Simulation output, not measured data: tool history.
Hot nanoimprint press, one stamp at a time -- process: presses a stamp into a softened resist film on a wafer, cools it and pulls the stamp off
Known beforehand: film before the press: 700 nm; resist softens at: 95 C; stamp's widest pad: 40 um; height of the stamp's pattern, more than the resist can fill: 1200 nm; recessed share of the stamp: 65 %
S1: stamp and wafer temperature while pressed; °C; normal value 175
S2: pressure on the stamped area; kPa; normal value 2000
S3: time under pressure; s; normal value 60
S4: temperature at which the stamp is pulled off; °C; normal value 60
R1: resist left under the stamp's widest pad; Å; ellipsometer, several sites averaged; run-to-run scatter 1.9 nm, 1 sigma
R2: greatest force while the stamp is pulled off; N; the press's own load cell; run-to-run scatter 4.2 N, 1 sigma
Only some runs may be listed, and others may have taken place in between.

run,day,S1,S2,S3,S4,R1,R2
1,0.000,175,2000,60,60,3089,199
2,3.008,175,2000,83,60,2708,195
3,5.196,175,2000,83,60,2696,204
4,7.479,175,2530,60,60,2797,205
5,10.396,175,2530,60,60,2779,202
6,11.792,175,2530,60,60,2801,206
7,13.650,175,1370,60,60,3607,206
8,15.750,175,1370,60,60,3587,205
9,17.425,175,1370,60,60,3596,199
10,20.125,175,1370,60,60,3599,203
11,21.646,175,1370,60,60,3622,207
12,24.275,175,2000,60,60,3074,205
13,26.154,175,2000,59,60,3119,205
14,28.362,175,2000,59,60,3137,206
15,31.204,175,2000,60,57,3064,210
16,33.638,175,1220,119,63,2907,202
17,36.879,175,1220,119,56,2894,212
18,39.454,175,1950,60,60,3093,203
19,40.962,165,2390,43,60,4943,198
20,43.388,175,2300,60,60,2898,213
21,45.321,175,2300,60,60,2925,203
22,48.429,164,1830,37,60,5626,206
23,50.133,173,1260,112,62,3225,200
24,51.508,175,1890,54,63,3257,198
25,53.008,175,2360,54,63,2992,198
26,55.871,175,2000,60,55,3098,225
27,57.325,186,1590,36,58,2514,213
28,58.600,182,2000,60,52,2207,222
29,60.262,175,1440,60,63,3552,198

Withheld: 6 entries from between the runs. Position of each, and hidden state at the listed run before versus the listed run after:
Run 4 -> run 5: stamp cleaned and given a new release coat (day 8.396)
  pressure that arrives at the usual setting, %: 99.86 -> 99.85; grip of the stamp's worn release coat, % over a new coat's: 0.5 -> 0.1
Run 10 -> run 11: stamp cleaned and given a new release coat (day 21.367)
  grip of the stamp's worn release coat, % over a new coat's: 0.5 -> 0
Run 14 -> run 15: plate thermocouple calibrated (day 30.088)
  true temperature over the reading, C: -0.06 -> 0; pressure that arrives at the usual setting, %: 99.8 -> 99.79; grip of the stamp's worn release coat, % over a new coat's: 0.3 -> 0.4
Run 16 -> run 17: stamp cleaned and given a new release coat (day 34.529); press's hydraulic seals changed and the load cell set to zero (day 36.879)
  pressure that arrives at the usual setting, %: 99.78 -> 100.01; grip of the stamp's worn release coat, % over a new coat's: 0.5 -> 0.1
Run 21 -> run 22: stamp cleaned and given a new release coat (day 47.721)
  pressure that arrives at the usual setting, %: 99.98 -> 99.97; grip of the stamp's worn release coat, % over a new coat's: 0.4 -> 0
